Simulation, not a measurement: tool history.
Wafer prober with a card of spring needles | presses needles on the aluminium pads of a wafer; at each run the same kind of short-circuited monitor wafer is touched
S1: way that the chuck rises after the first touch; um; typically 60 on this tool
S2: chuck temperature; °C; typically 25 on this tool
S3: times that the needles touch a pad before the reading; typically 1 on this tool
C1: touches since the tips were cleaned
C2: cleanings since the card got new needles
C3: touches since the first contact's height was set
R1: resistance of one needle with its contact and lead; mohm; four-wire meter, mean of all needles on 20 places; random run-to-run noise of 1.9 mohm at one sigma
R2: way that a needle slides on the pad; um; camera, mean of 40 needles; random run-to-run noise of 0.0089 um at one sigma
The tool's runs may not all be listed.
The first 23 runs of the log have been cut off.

At hour 279.7: tips cleaned on abrasive film.
Run 24, hour 284.9: usual settings but S1 54 um, S2 54 °C, S3 2; C1 1077; C2 10; C3 84832. Result: R1 219 mohm, R2 10.014 um.
Run 25, hour 299.1: usual settings but S1 62 um, S3 3; C1 4006; C2 10; C3 87761. Result: R1 206 mohm, R2 11.535 um.
Run 26, hour 312.4: usual settings but S1 62 um, S2 77 °C, S3 3; C1 6752; C2 10; C3 90507. Result: R1 223 mohm, R2 11.53 um.
At hour 319.4: tips cleaned on abrasive film.
Run 27, hour 324.1: usual settings but S1 49 um, S2 26 °C; C1 957; C2 11; C3 92900. Result: R1 215 mohm, R2 9.106 um.
Run 28, hour 338.3: usual settings but S1 75 um, S2 26 °C, S3 2; C1 3884; C2 11; C3 95827. Result: R1 209 mohm, R2 13.935 um.
Run 29, hour 348: usual settings but S1 75 um, S2 26 °C, S3 2; C1 5899; C2 11; C3 97842. Result: R1 206 mohm, R2 13.93 um.
At hour 359.5: tips cleaned on abrasive film.
Run 30, hour 363.5: usual settings but S1 50 um, S2 57 °C; C1 828; C2 12; C3 101007. Result: R1 221 mohm, R2 9.301 um.
Run 31, hour 379.7: usual settings but S1 50 um, S2 66 °C; C1 4183; C2 12; C3 104362. Result: R1 221 mohm, R2 9.292 um.

Here are 4 independent what-if runs from the current tool condition. What would each one return?
Run A, hour 395.1: usual settings but S1 50 um, S2 66 °C, S3 2; C1 7357; C2 12; C3 107536. Result: R1 ?, R2 ?.
Run B, hour 395.1: usual settings but S1 50 um, S2 47 °C, S3 2; C1 7357; C2 12; C3 107536. Result: R1 ?, R2 ?.
Run C, hour 395.1: usual settings but S1 42 um, S2 26 °C, S3 2; C1 7357; C2 12; C3 107536. Result: R1 ?, R2 ?.
Run D, hour 395.1: usual settings but S1 70 um, S2 66 °C, S3 3; C1 7357; C2 12; C3 107536. Result: R1 ?, R2 ?.

run   R1      R2
  A  221   9.297
  B  219   9.278
  C  214    7.81
  D  219  13.011
Take away the tool's hidden state, keep each run's random variation, and the runs would have read:
run   R1      R2
  A  221   9.299
  B  218    9.28
  C  214   7.812
  D  219  13.013
